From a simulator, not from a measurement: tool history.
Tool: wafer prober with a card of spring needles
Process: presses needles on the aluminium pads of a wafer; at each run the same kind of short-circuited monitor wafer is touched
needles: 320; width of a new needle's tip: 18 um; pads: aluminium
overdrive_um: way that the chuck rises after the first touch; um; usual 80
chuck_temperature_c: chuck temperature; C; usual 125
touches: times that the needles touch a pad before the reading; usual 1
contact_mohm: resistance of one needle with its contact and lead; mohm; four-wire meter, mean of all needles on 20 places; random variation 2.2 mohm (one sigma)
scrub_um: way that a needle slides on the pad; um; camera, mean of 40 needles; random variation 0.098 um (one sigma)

run,hour,overdrive_um,chuck_temperature_c,touches,contact_mohm,scrub_um
1,0.0,80,125,1,312,18.90
# hour 1.3: tips cleaned on abrasive film
2,12.6,80,125,1,298,19.19
# hour 19.8: tips cleaned on abrasive film
3,24.9,80,125,1,282,18.89
# hour 37.9: tips cleaned on abrasive film
4,37.9,80,125,1,253,19.01
5,46.4,90,125,1,279,21.38
# hour 55.8: tips cleaned on abrasive film
6,56.5,90,125,1,249,21.16
7,69.8,90,125,1,288,21.47
# hour 74.1: tips cleaned on abrasive film
8,84.5,98,125,1,275,23.12
# hour 92.1: tips cleaned on abrasive film
9,100.5,98,125,1,265,23.39
# hour 110.4: tips cleaned on abrasive film
10,114.8,98,125,1,264,23.33
# hour 128.0: tips cleaned on abrasive film
11,128.1,98,125,1,246,23.03
12,144.0,80,125,2,293,18.85
# hour 146.4: tips cleaned on abrasive film
13,160.8,80,125,1,309,18.68
# hour 164.4: tips cleaned on abrasive film
14,175.9,80,125,1,303,18.65
# hour 182.3: tips cleaned on abrasive film
15,192.9,96,25,1,261,22.68
# hour 200.4: tips cleaned on abrasive film
16,205.0,76,101,2,262,17.77
# hour 206.6: height of the first contact set anew
# hour 218.7: tips cleaned on abrasive film
17,218.7,80,101,1,244,18.51

Forecast run 18:
18,234.1,80,37,2,?,?

contact_mohm: 268 mohm
scrub_um: 18.47 um
Without the tool's hidden state the same run would have given contact_mohm 224 mohm, scrub_um 19.03 um.

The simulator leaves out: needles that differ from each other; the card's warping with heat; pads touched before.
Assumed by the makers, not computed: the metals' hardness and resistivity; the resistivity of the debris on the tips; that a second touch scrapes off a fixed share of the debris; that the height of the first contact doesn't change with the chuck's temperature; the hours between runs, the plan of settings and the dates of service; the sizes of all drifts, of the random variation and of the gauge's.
